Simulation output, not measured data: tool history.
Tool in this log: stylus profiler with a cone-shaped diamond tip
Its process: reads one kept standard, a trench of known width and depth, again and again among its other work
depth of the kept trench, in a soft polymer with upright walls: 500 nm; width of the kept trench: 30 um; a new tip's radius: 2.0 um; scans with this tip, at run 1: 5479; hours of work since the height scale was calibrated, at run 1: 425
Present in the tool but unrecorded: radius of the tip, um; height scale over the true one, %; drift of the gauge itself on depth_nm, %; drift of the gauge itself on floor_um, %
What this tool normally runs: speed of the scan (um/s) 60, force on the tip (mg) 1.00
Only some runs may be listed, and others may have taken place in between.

run	day	speed of the scan (um/s)	force on the tip (mg)	scans with this tip	hours of work since the height scale was calibrated	depth of the trench (angstrom)	width of the trench's floor (nm)
1	0.000	60	1.00	5479	425	5018.9	26730
2	0.638	60	1.00	5621	436	5017.6	26750
3	1.104	60	1.00	5726	444	5018.1	26790
4	1.679	60	1.00	5855	454	5016.8	26680
5	2.067	60	1.00	5942	461	5017.2	26770
6	2.329	60	0.62	6001	465	5010.0	26640
7	2.704	60	0.99	6085	472	5015.3	26750
8	3.158	60	0.99	6187	480	5016.5	26650
9	3.638	60	0.49	6294	488	5008.2	26580
10	4.167	60	0.49	6412	497	5007.3	26600
11	4.671	20	1.00	6525	506	5016.4	26890
12	5.154	17	1.00	6634	514	5015.6	26900
13	5.625	17	1.00	6739	523	5016.8	26830
14	6.062	17	1.00	6837	530	5014.6	26940
15	6.658	20	0.64	6970	541	5008.9	26850
16	7.254	20	0.64	7104	551	5010.7	26810
17	7.588	53	0.64	7178	557	5010.8	26610
18	8.175	133	0.50	7310	567	5005.9	26040
# day 8.254: height scale calibrated on a step standard
19	8.479	59	0.61	7374	4	5005.2	26560
20	9.042	34	1.00	7500	14	5011.8	26740
21	9.654	34	1.00	7637	24	5011.1	26720
22	10.162	35	0.85	7751	33	5007.3	26720
# day 10.379: height scale calibrated on a step standard, once more
23	10.788	100	2.24	7886	7	5037.7	26530
24	11.108	101	2.83	7958	13	5046.1	26610
25	11.708	101	2.83	8093	23	5046.7	26630
26	12.012	214	0.42	8161	28	5012.6	25320

The next listed run, before its measurement:
27	12.300	123	1.07	8225	33	?	?

{"run 27": {"depth of the trench (angstrom)": 5022.4, "width of the trench's floor (nm)": 26300}}
On a tool with no hidden condition, and with the same random variation, this run would have come out at depth of the trench (angstrom) 5023.8, width of the trench's floor (nm) 26790.
